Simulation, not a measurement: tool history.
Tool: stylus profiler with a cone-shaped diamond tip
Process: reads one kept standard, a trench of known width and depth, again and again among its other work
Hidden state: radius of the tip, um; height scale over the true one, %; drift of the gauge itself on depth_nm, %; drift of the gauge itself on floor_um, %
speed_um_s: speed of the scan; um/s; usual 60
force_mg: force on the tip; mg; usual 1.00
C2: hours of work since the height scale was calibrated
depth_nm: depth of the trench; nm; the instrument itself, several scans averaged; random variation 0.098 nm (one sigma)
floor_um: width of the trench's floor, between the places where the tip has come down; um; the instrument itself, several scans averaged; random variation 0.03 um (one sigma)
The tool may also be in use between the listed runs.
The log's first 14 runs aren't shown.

{"run": 15, "day": 19.075, "speed_um_s": 60, "force_mg": 0.43, "scans with this tip": 23193, "C2": 1844, "depth_nm": 100.82, "floor_um": 45.59}
{"run": 16, "day": 20.562, "speed_um_s": 60, "force_mg": 0.43, "scans with this tip": 23377, "C2": 1858, "depth_nm": 100.9, "floor_um": 45.56}
{"run": 17, "day": 21.888, "speed_um_s": 24, "force_mg": 1.0, "scans with this tip": 23541, "C2": 1871, "depth_nm": 100.94, "floor_um": 46.25}
{"run": 18, "day": 23.192, "speed_um_s": 60, "force_mg": 0.56, "scans with this tip": 23703, "C2": 1884, "depth_nm": 100.97, "floor_um": 45.67}
{"run": 19, "day": 24.583, "speed_um_s": 60, "force_mg": 0.56, "scans with this tip": 23875, "C2": 1898, "depth_nm": 101.16, "floor_um": 45.68}
{"run": 20, "day": 26.525, "speed_um_s": 60, "force_mg": 0.56, "scans with this tip": 24116, "C2": 1917, "depth_nm": 101.08, "floor_um": 45.66}
{"run": 21, "day": 28.442, "speed_um_s": 129, "force_mg": 1.0, "scans with this tip": 24354, "C2": 1936, "depth_nm": 101.15, "floor_um": 45.17}
{"day": 28.642, "done": "height scale calibrated on a step standard"}
{"run": 22, "day": 30.396, "speed_um_s": 129, "force_mg": 1.0, "scans with this tip": 24594, "C2": 17, "depth_nm": 101.54, "floor_um": 45.15}
{"run": 23, "day": 32.371, "speed_um_s": 129, "force_mg": 1.58, "scans with this tip": 24838, "C2": 37, "depth_nm": 101.66, "floor_um": 45.36}
{"day": 32.525, "done": "height scale calibrated on a step standard, once more"}
{"run": 24, "day": 33.442, "speed_um_s": 60, "force_mg": 1.0, "scans with this tip": 24968, "C2": 9, "depth_nm": 100.37, "floor_um": 45.83}
{"run": 25, "day": 34.458, "speed_um_s": 198, "force_mg": 1.0, "scans with this tip": 25094, "C2": 19, "depth_nm": 100.34, "floor_um": 44.48}
{"run": 26, "day": 35.483, "speed_um_s": 22, "force_mg": 1.0, "scans with this tip": 25222, "C2": 29, "depth_nm": 100.37, "floor_um": 46.16}

Run 27 comes next. What will it give?
{"run": 27, "day": 37.4, "speed_um_s": 125, "force_mg": 0.74, "scans with this tip": 25459, "C2": 48, "depth_nm": "?", "floor_um": "?"}

Run 27 gave depth_nm 100.44 nm, floor_um 45.00 um.
Without the tool's hidden state the same run would have given depth_nm 100.43 nm, floor_um 46.66 um.
